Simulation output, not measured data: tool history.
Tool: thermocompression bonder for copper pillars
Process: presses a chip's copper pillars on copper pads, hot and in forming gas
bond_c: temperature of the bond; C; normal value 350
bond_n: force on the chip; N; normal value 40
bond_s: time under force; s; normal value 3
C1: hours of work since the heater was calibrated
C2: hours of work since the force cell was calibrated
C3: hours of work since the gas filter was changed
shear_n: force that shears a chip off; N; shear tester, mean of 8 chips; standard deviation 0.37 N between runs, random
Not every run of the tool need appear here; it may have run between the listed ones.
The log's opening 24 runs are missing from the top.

Run 25, day 15.517: usual settings but bond_c 348 C, bond_n 39 N, bond_s 2 s; C1 508; C2 509; C3 368. Result: shear_n 38 N.
Run 26, day 16.217: usual settings but bond_c 348 C, bond_n 39 N, bond_s 2 s; C1 519; C2 520; C3 379. Result: shear_n 38.5 N.
Run 27, day 16.904: usual settings but bond_c 334 C, bond_n 28 N; C1 529; C2 531; C3 390. Result: shear_n 29.2 N.
At day 17.462: forming gas filter changed.
Run 28, day 17.746: usual settings but bond_c 340 C, bond_n 59 N; C1 542; C2 544; C3 4. Result: shear_n 64.8 N.
Run 29, day 18.596: usual settings but bond_c 344 C, bond_n 46 N; C1 556; C2 557; C3 18. Result: shear_n 55.4 N.
Run 30, day 19.117: usual settings but bond_c 344 C, bond_n 46 N; C1 564; C2 566; C3 26. Result: shear_n 55.3 N.
Run 31, day 19.912: usual settings but bond_c 358 C, bond_s 4 s; C1 576; C2 578; C3 38. Result: shear_n 61.6 N.
Run 32, day 20.35: usual settings but bond_c 323 C, bond_n 47 N, bond_s 2 s; C1 583; C2 585; C3 45. Result: shear_n 38.8 N.

Each row is a separate what-if for the run after 32, all from the same tool condition, not one after another. Results?
Run A, day 20.804: usual settings but bond_c 352 C, bond_n 41 N, bond_s 6 s; C1 590; C2 592; C3 53. Result: shear_n ?.
Run B, day 20.804: usual settings but bond_c 336 C, bond_n 24 N, bond_s 2 s; C1 590; C2 592; C3 53. Result: shear_n ?.
Run C, day 20.804: usual settings but bond_c 374 C, bond_n 47 N; C1 590; C2 592; C3 53. Result: shear_n ?.

run  shear_n
  A     67.8
  B     24.1
  C     71.4
With the hidden condition removed and each run's random variation left untouched, the same runs would have given:
run  shear_n
  A     69.1
  B     24.5
  C     72.9
